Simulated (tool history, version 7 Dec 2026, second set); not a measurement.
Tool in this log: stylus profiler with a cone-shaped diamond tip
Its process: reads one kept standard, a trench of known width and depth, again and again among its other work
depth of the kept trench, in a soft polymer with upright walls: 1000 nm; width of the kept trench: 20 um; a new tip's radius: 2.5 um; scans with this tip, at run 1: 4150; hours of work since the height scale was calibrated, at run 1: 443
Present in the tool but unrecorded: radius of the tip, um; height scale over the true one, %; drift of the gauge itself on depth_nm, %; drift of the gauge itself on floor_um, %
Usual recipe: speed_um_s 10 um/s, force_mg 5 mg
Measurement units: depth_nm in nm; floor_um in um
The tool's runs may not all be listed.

run    hour  speed_um_s  force_mg  scans with this tip  hours of work since the height scale was calibrated  depth_nm  floor_um
  1       0          10         5                 4150                                                  443   1010.53     14.29
  2    27.3          10         5                 4314                                                  460   1010.13     14.27
  3    56.1          10         5                 4485                                                  479   1010.02      14.2
  4      76          10         5                 4604                                                  491   1009.85     14.16
  5    99.9          10         5                 4747                                                  506   1009.69     14.11
  6   129.8          10         5                 4926                                                  526   1009.62     14.07
  7   153.3          10         5                 5066                                                  540   1009.45     14.01
  8   175.3          10         5                 5197                                                  555   1009.35        14
  9   206.7          10         5                 5385                                                  574   1009.35     13.92
 10   231.6          10       7.5                 5534                                                  590   1012.99     13.84
 11   260.6           4         5                 5707                                                  609   1009.31      13.8
 12   289.9           4         5                 5882                                                  628   1009.06     13.74
 13   314.6           4         5                 6029                                                  643   1009.32     13.73
      317.6  -- height scale calibrated on a step standard
 14   329.1           9         5                 6113                                                    7   1007.66     13.66
 15   345.2           9         5                 6209                                                   18   1008.16     13.66
      375.1  -- height scale calibrated on a step standard, once more
 16   376.9           9         5                 6396                                                    1   1012.13     13.62
 17   405.8          10     10.76                 6568                                                   20   1019.99     13.55
 18     436          10         5                 6749                                                   39    1012.3     13.45
 19     451          10         5                 6838                                                   48   1011.85     13.46
 20   468.3          10         5                 6941                                                   59   1011.52     13.42
 21   502.3          10         5                 7144                                                   81   1011.67     13.36
 22   524.2          15         5                 7275                                                   95   1012.15     13.26
 23   557.9          15         5                 7476                                                  116    1011.7     13.22
 24   583.6          24      2.04                 7630                                                  133   1005.84     13.14
 25   600.7          10      6.25                 7732                                                  144   1013.23     13.27
 26   617.5           4      11.2                 7832                                                  154   1019.82     13.17
 27   632.6           4      11.2                 7923                                                  164   1020.02      13.1
 28   654.3           4      11.2                 8052                                                  178   1019.92     13.12
 29   687.7           4      11.2                 8252                                                  199   1019.38     13.08
 30   720.7           8     10.01                 8449                                                  220   1018.21     12.94
 31     745           8     10.01                 8594                                                  236   1017.61     12.91
 32   759.5           8     10.01                 8680                                                  245    1018.2     12.97
 33   779.2           3        14                 8798                                                  258    1023.1     12.94
 34   810.9           4      5.48                 8988                                                  278   1011.57     12.85
 35   830.6          29     11.26                 9105                                                  290   1019.15     12.77
 36   845.1          29     11.26                 9192                                                  299    1018.9     12.74
 37   863.6          29     11.26                 9303                                                  311   1018.96     12.68
 38   883.5          29     11.26                 9421                                                  324   1018.63     12.69
 39   911.2           7      2.44                 9587                                                  342   1005.22     12.68
 40   938.1           7      2.44                 9747                                                  359   1005.93     12.59
 41   966.2           9     11.98                 9915                                                  377   1019.49     12.59
 42   985.9           5         5                10033                                                  389   1010.18     12.53
 43  1006.2          11     14.31                10154                                                  402   1022.01      12.5
 44  1030.1           7      9.05                10297                                                  417   1015.58     12.52
 45    1049           7      9.05                10409                                                  429   1015.76     12.43

Branching from run 45: 4 alternative next runs. What would each branch give?
  A  1081.4           4       5.2                10603                                                  450         ?         ?
  B  1081.4           5      9.05                10603                                                  450         ?         ?
  C  1081.4           6     10.69                10603                                                  450         ?         ?
  D  1081.4          24     14.75                10603                                                  450         ?         ?

run  depth_nm  floor_um
  A   1010.05     12.38
  B   1016.17      12.4
  C   1018.15     12.42
  D   1022.44     12.33
With no hidden state in the tool, these same runs would have given:
run  depth_nm  floor_um
  A   1012.12     15.96
  B   1018.25     15.99
  C   1020.23        16
  D   1024.54     15.91
